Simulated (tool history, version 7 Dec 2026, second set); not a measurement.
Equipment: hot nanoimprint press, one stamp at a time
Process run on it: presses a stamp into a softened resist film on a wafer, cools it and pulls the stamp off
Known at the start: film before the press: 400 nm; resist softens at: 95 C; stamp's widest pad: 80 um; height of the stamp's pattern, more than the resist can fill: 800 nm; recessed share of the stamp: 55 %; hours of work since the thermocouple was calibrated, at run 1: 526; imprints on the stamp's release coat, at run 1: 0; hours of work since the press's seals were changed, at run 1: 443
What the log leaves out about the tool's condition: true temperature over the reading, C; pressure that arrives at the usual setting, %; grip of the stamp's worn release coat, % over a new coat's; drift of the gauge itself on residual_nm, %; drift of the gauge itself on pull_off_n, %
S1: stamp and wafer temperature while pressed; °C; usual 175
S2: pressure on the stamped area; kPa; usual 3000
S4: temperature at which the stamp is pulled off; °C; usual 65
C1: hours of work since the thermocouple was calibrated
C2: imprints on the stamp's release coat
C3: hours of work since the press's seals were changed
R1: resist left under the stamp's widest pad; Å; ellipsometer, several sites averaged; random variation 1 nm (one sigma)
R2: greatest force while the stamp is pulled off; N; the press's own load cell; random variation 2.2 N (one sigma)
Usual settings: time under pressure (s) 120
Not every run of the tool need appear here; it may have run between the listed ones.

run 1 hour=0 | S1=175 S2=3000 time_under_pressure_(s)=120 S4=65 | C1=526 C2=0 C3=443 | R1=1664 R2=102
run 2 hour=17.4 | S1=175 S2=3000 time_under_pressure_(s)=120 S4=65 | C1=537 C2=67 C3=454 | R1=1659 R2=104
run 3 hour=29.5 | S1=175 S2=3000 time_under_pressure_(s)=120 S4=65 | C1=545 C2=114 C3=462 | R1=1660 R2=101
-- hour=37.4 plate thermocouple calibrated
run 4 hour=46.1 | S1=175 S2=3000 time_under_pressure_(s)=120 S4=60 | C1=6 C2=166 C3=471 | R1=1543 R2=117
run 5 hour=58.7 | S1=175 S2=3260 time_under_pressure_(s)=120 S4=60 | C1=14 C2=215 C3=479 | R1=1491 R2=117
run 6 hour=66.7 | S1=175 S2=3000 time_under_pressure_(s)=120 S4=65 | C1=19 C2=246 C3=484 | R1=1558 R2=102
run 7 hour=76.7 | S1=175 S2=3000 time_under_pressure_(s)=120 S4=65 | C1=25 C2=285 C3=491 | R1=1541 R2=101
run 8 hour=95.4 | S1=175 S2=3000 time_under_pressure_(s)=120 S4=65 | C1=38 C2=357 C3=503 | R1=1567 R2=101
run 9 hour=103.6 | S1=170 S2=3000 time_under_pressure_(s)=120 S4=65 | C1=43 C2=389 C3=508 | R1=1824 R2=107
run 10 hour=121.3 | S1=170 S2=3000 time_under_pressure_(s)=120 S4=65 | C1=54 C2=458 C3=520 | R1=1825 R2=106
run 11 hour=137.6 | S1=170 S2=3000 time_under_pressure_(s)=120 S4=65 | C1=65 C2=521 C3=530 | R1=1824 R2=108
run 12 hour=156.2 | S1=175 S2=3000 time_under_pressure_(s)=120 S4=65 | C1=77 C2=592 C3=542 | R1=1571 R2=108
run 13 hour=172.7 | S1=175 S2=3000 time_under_pressure_(s)=120 S4=65 | C1=88 C2=656 C3=553 | R1=1570 R2=111
run 14 hour=188.1 | S1=185 S2=3000 time_under_pressure_(s)=120 S4=65 | C1=98 C2=716 C3=563 | R1=1149 R2=117
run 15 hour=206.9 | S1=185 S2=3000 time_under_pressure_(s)=120 S4=65 | C1=110 C2=789 C3=575 | R1=1127 R2=114
run 16 hour=219.7 | S1=185 S2=2850 time_under_pressure_(s)=63 S4=67 | C1=118 C2=838 C3=584 | R1=1544 R2=108
run 17 hour=230.3 | S1=185 S2=2850 time_under_pressure_(s)=63 S4=67 | C1=125 C2=879 C3=590 | R1=1557 R2=113
run 18 hour=245.9 | S1=185 S2=2850 time_under_pressure_(s)=63 S4=67 | C1=135 C2=939 C3=601 | R1=1543 R2=107
run 19 hour=256.9 | S1=185 S2=2850 time_under_pressure_(s)=63 S4=67 | C1=142 C2=982 C3=608 | R1=1573 R2=120
run 20 hour=267.3 | S1=163 S2=2760 time_under_pressure_(s)=63 S4=70 | C1=149 C2=1022 C3=614 | R1=2849 R2=101
run 21 hour=276.2 | S1=183 S2=2220 time_under_pressure_(s)=161 S4=70 | C1=155 C2=1057 C3=620 | R1=1228 R2=105
run 22 hour=293.4 | S1=175 S2=1820 time_under_pressure_(s)=143 S4=65 | C1=166 C2=1123 C3=631 | R1=1820 R2=124
run 23 hour=305.3 | S1=175 S2=1820 time_under_pressure_(s)=143 S4=65 | C1=174 C2=1169 C3=639 | R1=1797 R2=122
run 24 hour=321.2 | S1=174 S2=2210 time_under_pressure_(s)=120 S4=65 | C1=184 C2=1231 C3=649 | R1=1862 R2=126
run 25 hour=338.6 | S1=174 S2=3510 time_under_pressure_(s)=169 S4=65 | C1=195 C2=1298 C3=661 | R1=1329 R2=128
run 26 hour=354.3 | S1=174 S2=3510 time_under_pressure_(s)=169 S4=65 | C1=206 C2=1359 C3=671 | R1=1345 R2=126
run 27 hour=370.9 | S1=165 S2=1960 time_under_pressure_(s)=169 S4=65 | C1=216 C2=1423 C3=682 | R1=2254 R2=131
run 28 hour=387.6 | S1=175 S2=3000 time_under_pressure_(s)=130 S4=65 | C1=227 C2=1488 C3=693 | R1=1544 R2=137
run 29 hour=398.8 | S1=183 S2=3200 time_under_pressure_(s)=66 S4=61 | C1=234 C2=1531 C3=700 | R1=1559 R2=158

Had the tool no unlogged condition, and each run kept its random variation, what would the results have been?
run=1 R1=1536 R2=96
run=2 R1=1529 R2=97
run=3 R1=1527 R2=92
run=4 R1=1528 R2=114
run=5 R1=1473 R2=112
run=6 R1=1540 R2=97
run=7 R1=1522 R2=95
run=8 R1=1544 R2=93
run=9 R1=1798 R2=98
run=10 R1=1796 R2=96
run=11 R1=1790 R2=96
run=12 R1=1537 R2=95
run=13 R1=1534 R2=96
run=14 R1=1120 R2=100
run=15 R1=1096 R2=96
run=16 R1=1504 R2=89
run=17 R1=1515 R2=93
run=18 R1=1500 R2=86
run=19 R1=1527 R2=96
run=20 R1=2792 R2=80
run=21 R1=1193 R2=82
run=22 R1=1773 R2=96
run=23 R1=1749 R2=94
run=24 R1=1804 R2=95
run=25 R1=1268 R2=96
run=26 R1=1281 R2=93
run=27 R1=2182 R2=95
run=28 R1=1474 R2=98
run=29 R1=1487 R2=112
